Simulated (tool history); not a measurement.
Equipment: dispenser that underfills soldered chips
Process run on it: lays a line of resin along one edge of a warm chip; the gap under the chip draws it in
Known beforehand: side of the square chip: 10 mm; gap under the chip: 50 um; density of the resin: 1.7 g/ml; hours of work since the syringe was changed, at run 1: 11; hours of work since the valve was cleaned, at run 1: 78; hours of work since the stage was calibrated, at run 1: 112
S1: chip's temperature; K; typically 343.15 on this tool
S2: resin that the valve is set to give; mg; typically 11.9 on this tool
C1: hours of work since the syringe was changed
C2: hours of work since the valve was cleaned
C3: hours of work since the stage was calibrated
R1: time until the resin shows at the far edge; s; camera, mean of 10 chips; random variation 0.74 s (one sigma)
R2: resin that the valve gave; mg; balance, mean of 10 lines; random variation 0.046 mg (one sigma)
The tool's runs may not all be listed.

run   hour      S1    S2  C1   C2   C3     R1     R2
  1      0  343.15  11.9  11   78  112  111.7   11.6
       1.6  -- new syringe of resin
  2   12.8  353.15  11.9   8   87  121   63.6  11.61
      18.3  -- new syringe of resin
  3   21.2  343.15  13.9   2   92  126   70.3  13.67
  4   30.3  343.15  13.9   8   99  133   97.3  13.52
      35.1  -- new syringe of resin
  5   38.7  357.15  13.9   3  104  138   38.7  13.46
      51.9  -- new syringe of resin
  6   53.3  343.15  11.9   1  114  148   67.4  11.56
  7   68.1  343.15  11.9  11  125  158  113.5  11.54
      69.1  -- new syringe of resin
  8   79.1  343.15  11.9   7  132  166   96.5  11.45
      85.8  -- new syringe of resin
  9   88.7  343.15  11.9   2  139  172   70.4  11.42
 10     99  343.15  11.9   9  146  179  102.7  11.33
     102.7  -- new syringe of resin
     104.9  -- dispensing valve cleaned and set on the balance
 11  110.2  343.15  11.9   5    4  186   80.5  11.92
     120.3  -- new syringe of resin
 12  123.4  343.15  11.9   2   13  195   69.9  11.78
 13  134.3  343.15  11.9  10   20  203  102.2  11.81
     137.8  -- new syringe of resin
 14  144.5  343.15  14.7   5   27  210   77.5  14.62
 15  153.7  343.15  11.9  11   33  216  112.5  11.74
     154.9  -- new syringe of resin
 16  163.2  343.15  11.9   6   40  222     86  11.74
     171.8  -- new syringe of resin
 17  175.6  343.15  11.9   3   48  231   70.4  11.72
     188.7  -- new syringe of resin
 18  188.9  355.15  14.2   0   57  240   35.6  13.93
 19  195.6  355.15  14.2   5   62  245   45.8  13.97
 20  202.2  355.15  14.2   9   67  249     57   13.8
     206.2  -- new syringe of resin
 21  210.5  355.15  14.2   3   72  255   41.3  13.86
     223.5  -- new syringe of resin
 22  223.5  355.15  14.2   0   81  263   35.8  13.75
 23  232.2  332.15    12   6   87  269  139.4  11.68
     240.1  -- new syringe of resin
 24  240.6  343.15  12.7   0   92  275   62.3  12.35
 25  251.8  343.15  12.7   8  100  283   92.2  12.27
     256.9  -- new syringe of resin
 26  263.3  341.15  10.4   4  108  291   87.7  10.08
 27  270.2  333.15  14.5   9  113  295    153  13.91
     273.8  -- new syringe of resin
 28  283.7  328.15  10.6   7  122  305  186.8  10.12
     290.8  -- new syringe of resin
 29  296.7  338.15  14.7   4  131  313   92.5  14.05
     308.2  -- new syringe of resin
 30  310.5  333.15  11.9   2  140  323  105.2  11.25
 31    318  345.15  11.9   7  145  328   78.2  11.34
     323.1  -- dispensing valve cleaned and set on the balance
     326.7  -- new syringe of resin
 32  329.5  347.15  14.7   2    4  335   53.9  14.76
 33  340.1  339.15  15.1   9   12  342  112.8  15.04

Some steps in R1 between neighbouring runs. How much of each would the tool show without its hidden state too (settings, what came in, random variation), and how much is left for the hidden state, with any gauge scatter that isn't in both results?
Hidden conditions of the tool in this case: resin's viscosity, % of fresh resin's; dose that the valve gives, % of what is set; true chip temperature over the reading, C; drift of the gauge itself on fill_s, %; drift of the gauge itself on given_mg, %.
Run 6 -> 7: no setting changed, nothing entered. R1 +46.1 s: hidden state +47.3, all else -1.2.
Run 22 -> 23: S1 355.15 -> 332.15, S2 14.2 -> 12. R1 +103.6 s: hidden state +29.3, all else +74.3.
Run 23 -> 24: S1 332.15 -> 343.15, S2 12 -> 12.7, new syringe of resin. R1 -77.1 s: hidden state -30, all else -47.1.
Run 26 -> 27: S1 341.15 -> 333.15, S2 10.4 -> 14.5. R1 +65.3 s: hidden state +35.2, all else +30.1.
Run 28 -> 29: S1 328.15 -> 338.15, S2 10.6 -> 14.7, new syringe of resin. R1 -94.3 s: hidden state -32.5, all else -61.8.
Run 32 -> 33: S1 347.15 -> 339.15, S2 14.7 -> 15.1. R1 +58.9 s: hidden state +34.7, all else +24.2.
